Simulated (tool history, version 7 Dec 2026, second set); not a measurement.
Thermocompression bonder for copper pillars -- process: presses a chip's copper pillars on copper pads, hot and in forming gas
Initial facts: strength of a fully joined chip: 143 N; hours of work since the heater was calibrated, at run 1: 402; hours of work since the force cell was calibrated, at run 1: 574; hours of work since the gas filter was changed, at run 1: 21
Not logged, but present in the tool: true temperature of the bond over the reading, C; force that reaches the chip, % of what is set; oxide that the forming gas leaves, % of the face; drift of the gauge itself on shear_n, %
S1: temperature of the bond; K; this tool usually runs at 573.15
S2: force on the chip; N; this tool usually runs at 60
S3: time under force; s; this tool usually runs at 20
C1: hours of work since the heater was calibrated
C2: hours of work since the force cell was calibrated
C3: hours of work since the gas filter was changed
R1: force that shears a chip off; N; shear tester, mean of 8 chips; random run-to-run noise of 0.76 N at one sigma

run   hour      S1  S2  S3   C1    C2   C3    R1
  1      0  573.15  60  20  402   574   21  57.7
  2   22.7  573.15  60  20  415   587   34  57.5
  3   57.1  573.15  60  20  435   607   53  58.5
  4   78.7  573.15  60  20  447   619   66  58.6
  5  107.3  573.15  60  20  464   636   82  57.9
  6  134.1  573.15  60  20  479   651   97  58.5
  7  156.7  573.15  60  32  492   664  110  68.5
  8  187.8  573.15  60  26  510   682  128  63.6
  9  223.9  573.15  60  26  531   702  149  64.2
 10  241.6  573.15  60  20  541   713  159  58.2
 11  257.6  573.15  60  20  550   722  168  57.4
 12  288.8  573.15  60  20  568   740  186  58.9
 13  317.9  573.15  60  20  584   756  203  59.4
 14  345.3  573.15  60  20  600   772  219  57.4
 15  380.1  573.15  48  20  620   792  239  48.6
 16  415.1  573.15  48  20  640   812  259  50.4
 17  452.7  573.15  60  20  662   834  280  57.1
 18  471.1  573.15  60  20  672   844  291    57
 19  491.7  573.15  60  20  684   856  303  58.2
 20  525.7  573.15  60  45  704   875  322    76
 21  555.7  573.15  89  42  721   893  339  93.8
 22  581.3  573.15  53  15  736   907  354  46.8
 23  603.8  560.15  40  50  748   920  367  51.4
 24  635.1  588.15  40  50  766   938  385    76
 25  654.7  591.15  46  37  778   949  396  79.3
     675.2  -- forming gas filter changed
 26  681.7  596.15  55  44  793   965    4    93
 27  705.9  596.15  55  44  807   978   18  96.2
 28  733.6  568.15  43  29  823   994   33    50
 29  769.9  560.15  61  20  843  1015   54  47.9
 30  785.1  560.15  81  20  852  1024   63  59.3
 31  810.2  560.15  81  20  866  1038   77  57.5

Run 32 is up next; what results do you expect?
 32  830.5  566.15  85  36  878  1050  89   ?

R1: 80.4 N
Were there no unlogged condition in the tool, this run, its random variation unchanged, would have produced R1 79.8 N.
